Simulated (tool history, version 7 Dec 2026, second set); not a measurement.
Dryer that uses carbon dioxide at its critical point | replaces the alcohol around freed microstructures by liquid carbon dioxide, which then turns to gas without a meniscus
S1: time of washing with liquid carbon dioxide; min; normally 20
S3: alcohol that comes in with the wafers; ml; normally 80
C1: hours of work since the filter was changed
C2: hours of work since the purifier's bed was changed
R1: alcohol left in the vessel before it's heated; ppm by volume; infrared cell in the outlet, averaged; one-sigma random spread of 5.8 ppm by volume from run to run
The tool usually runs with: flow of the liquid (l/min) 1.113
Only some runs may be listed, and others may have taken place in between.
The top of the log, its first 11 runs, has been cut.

Run 12, hour 284.4: usual settings but S3 33 ml; C1 35; C2 430. Result: R1 270 ppm by volume.
Run 13, hour 312: usual settings but flow of the liquid (l/min) 1.24; C1 45; C2 440. Result: R1 312 ppm by volume.
Run 14, hour 340.6: usual settings but S1 17 min; C1 54; C2 449. Result: R1 616 ppm by volume.
Run 15, hour 377: usual settings but flow of the liquid (l/min) 0.81; C1 67; C2 462. Result: R1 932 ppm by volume.
Run 16, hour 395.2: usual settings; C1 73; C2 468. Result: R1 402 ppm by volume.
Run 17, hour 416.8: usual settings; C1 80; C2 475. Result: R1 428 ppm by volume.
Run 18, hour 455.9: usual settings but flow of the liquid (l/min) 1.72; C1 93; C2 489. Result: R1 214 ppm by volume.
Run 19, hour 481.7: usual settings but flow of the liquid (l/min) 0.71, S3 90 ml; C1 102; C2 497. Result: R1 1532 ppm by volume.
Run 20, hour 504.5: usual settings but flow of the liquid (l/min) 1.6, S3 62 ml; C1 110; C2 505. Result: R1 232 ppm by volume.
Run 21, hour 535: usual settings but flow of the liquid (l/min) 1.33, S3 53 ml; C1 120; C2 515. Result: R1 277 ppm by volume.
Run 22, hour 565.7: usual settings but flow of the liquid (l/min) 1.33, S3 53 ml; C1 130; C2 526. Result: R1 296 ppm by volume.
Run 23, hour 583.2: usual settings but S1 14 min, flow of the liquid (l/min) 0.82, S3 53 ml; C1 136; C2 532. Result: R1 1599 ppm by volume.
Run 24, hour 621.7: usual settings but S1 27 min, flow of the liquid (l/min) 0.75, S3 116 ml; C1 149; C2 545. Result: R1 732 ppm by volume.
Run 25, hour 642.9: usual settings but S1 27 min, S3 79 ml; C1 157; C2 552. Result: R1 281 ppm by volume.
Run 26, hour 675.8: usual settings but S1 27 min, S3 79 ml; C1 168; C2 563. Result: R1 296 ppm by volume.
Run 27, hour 708.3: usual settings but S1 27 min, S3 79 ml; C1 179; C2 574. Result: R1 294 ppm by volume.
Run 28, hour 748.6: usual settings but flow of the liquid (l/min) 0.79, S3 104 ml; C1 192; C2 588. Result: R1 1449 ppm by volume.
Run 29, hour 777.1: usual settings but flow of the liquid (l/min) 0.79, S3 104 ml; C1 202; C2 597. Result: R1 1435 ppm by volume.
Run 30, hour 805.3: usual settings but flow of the liquid (l/min) 0.79, S3 104 ml; C1 212; C2 607. Result: R1 1503 ppm by volume.
Run 31, hour 837.3: usual settings but flow of the liquid (l/min) 1.16, S3 33 ml; C1 223; C2 618. Result: R1 352 ppm by volume.
Run 32, hour 867.4: usual settings but flow of the liquid (l/min) 1.16, S3 33 ml; C1 233; C2 628. Result: R1 353 ppm by volume.
Run 33, hour 885.2: usual settings but flow of the liquid (l/min) 1, S3 21 ml; C1 239; C2 634. Result: R1 396 ppm by volume.
Run 34, hour 921.4: usual settings but flow of the liquid (l/min) 1, S3 21 ml; C1 251; C2 646. Result: R1 374 ppm by volume.
Run 35, hour 946.3: usual settings but flow of the liquid (l/min) 1, S3 21 ml; C1 259; C2 655. Result: R1 407 ppm by volume.

Forecast each of these 5 alternatives for the next run:
Run A, hour 981.4: usual settings but flow of the liquid (l/min) 1.43; C1 271; C2 667. Result: R1 ?.
Run B, hour 981.4: usual settings but flow of the liquid (l/min) 1.39, S3 21 ml; C1 271; C2 667. Result: R1 ?.
Run C, hour 981.4: usual settings but S3 27 ml; C1 271; C2 667. Result: R1 ?.
Run D, hour 981.4: usual settings but S1 29 min, flow of the liquid (l/min) 0.79, S3 73 ml; C1 271; C2 667. Result: R1 ?.
Run E, hour 981.4: usual settings but flow of the liquid (l/min) 1, S3 116 ml; C1 271; C2 667. Result: R1 ?.

run   R1
  A  372
  B  321
  C  376
  D  515
  E  929
What these runs would have given with no unlogged condition in the tool:
run   R1
  A   60
  B   23
  C   72
  D  158
  E  456

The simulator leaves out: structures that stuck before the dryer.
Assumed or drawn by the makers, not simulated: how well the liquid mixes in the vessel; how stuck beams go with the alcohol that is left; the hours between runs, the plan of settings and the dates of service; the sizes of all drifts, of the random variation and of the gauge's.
